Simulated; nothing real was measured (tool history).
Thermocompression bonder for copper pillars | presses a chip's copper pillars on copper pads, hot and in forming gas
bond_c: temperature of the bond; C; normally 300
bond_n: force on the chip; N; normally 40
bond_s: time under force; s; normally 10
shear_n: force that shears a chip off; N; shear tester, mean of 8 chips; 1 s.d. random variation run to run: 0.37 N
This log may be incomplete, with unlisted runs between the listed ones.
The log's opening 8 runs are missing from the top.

run	hour	bond_c	bond_n	bond_s	shear_n
9	62.5	300	38	10	61.0
10	68.3	300	40	10	62.0
11	74.1	300	40	10	62.5
12	85.2	300	40	10	63.1
13	96.2	300	40	10	62.8
14	104.2	300	40	10	62.8
15	112.1	300	40	15	72.5
16	117.9	300	40	9	60.7
17	127.7	300	40	9	59.9
18	132.9	300	40	10	63.2
19	142.7	300	40	10	62.6
20	149.2	300	40	10	62.5
21	155.6	300	40	10	62.8
22	161.0	300	40	10	62.1
23	168.6	304	34	6	48.4
24	175.5	322	28	6	53.1
25	181.3	322	42	8	74.4
26	192.0	322	42	8	72.7
27	201.9	322	42	8	73.7
28	208.5	297	55	29	99.6
29	213.7	297	55	29	99.2
30	220.8	325	26	21	81.3
31	227.0	296	48	8	61.2

Predict the results of run 32:
# hour 228.4: forming gas filter changed
32	237.2	300	32	8	?

shear_n: 49.7 N
Were there no unlogged condition in the tool, this run, its random variation unchanged, would have produced shear_n 50.7 N.
